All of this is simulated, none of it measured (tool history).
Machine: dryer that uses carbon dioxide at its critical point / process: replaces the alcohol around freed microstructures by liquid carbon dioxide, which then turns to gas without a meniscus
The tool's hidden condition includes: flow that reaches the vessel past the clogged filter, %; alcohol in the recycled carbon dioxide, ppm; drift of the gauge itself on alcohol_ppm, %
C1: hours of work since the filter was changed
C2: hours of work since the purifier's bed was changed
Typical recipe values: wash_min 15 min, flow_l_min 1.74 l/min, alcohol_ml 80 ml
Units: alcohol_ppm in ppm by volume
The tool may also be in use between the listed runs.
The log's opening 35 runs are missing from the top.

run 36 day=10.525 | wash_min=15 flow_l_min=1.55 alcohol_ml=27 | C1=277 C2=244 | alcohol_ppm=108
run 37 day=10.825 | wash_min=11 flow_l_min=1.49 alcohol_ml=46 | C1=282 C2=250 | alcohol_ppm=583
run 38 day=11.167 | wash_min=20 flow_l_min=2.94 alcohol_ml=71 | C1=289 C2=256 | alcohol_ppm=14
run 39 day=11.529 | wash_min=15 flow_l_min=2.94 alcohol_ml=93 | C1=295 C2=263 | alcohol_ppm=19
run 40 day=11.750 | wash_min=15 flow_l_min=2.94 alcohol_ml=93 | C1=299 C2=267 | alcohol_ppm=26
run 41 day=11.962 | wash_min=17 flow_l_min=1.06 alcohol_ml=80 | C1=303 C2=271 | alcohol_ppm=718
run 42 day=12.288 | wash_min=15 flow_l_min=1.12 alcohol_ml=25 | C1=309 C2=277 | alcohol_ppm=297
run 43 day=12.588 | wash_min=15 flow_l_min=1.50 alcohol_ml=58 | C1=315 C2=283 | alcohol_ppm=237
run 44 day=12.912 | wash_min=12 flow_l_min=1.62 alcohol_ml=25 | C1=321 C2=289 | alcohol_ppm=188

What does the tool deliver on the next run?
run 45 day=13.258 | wash_min=12 flow_l_min=2.10 alcohol_ml=87 | C1=327 C2=295 | alcohol_ppm=?

{"run 45": {"alcohol_ppm": 237}}
With the hidden condition absent and the run-to-run variation left alone, this run would have shown alcohol_ppm 175 ppm by volume.
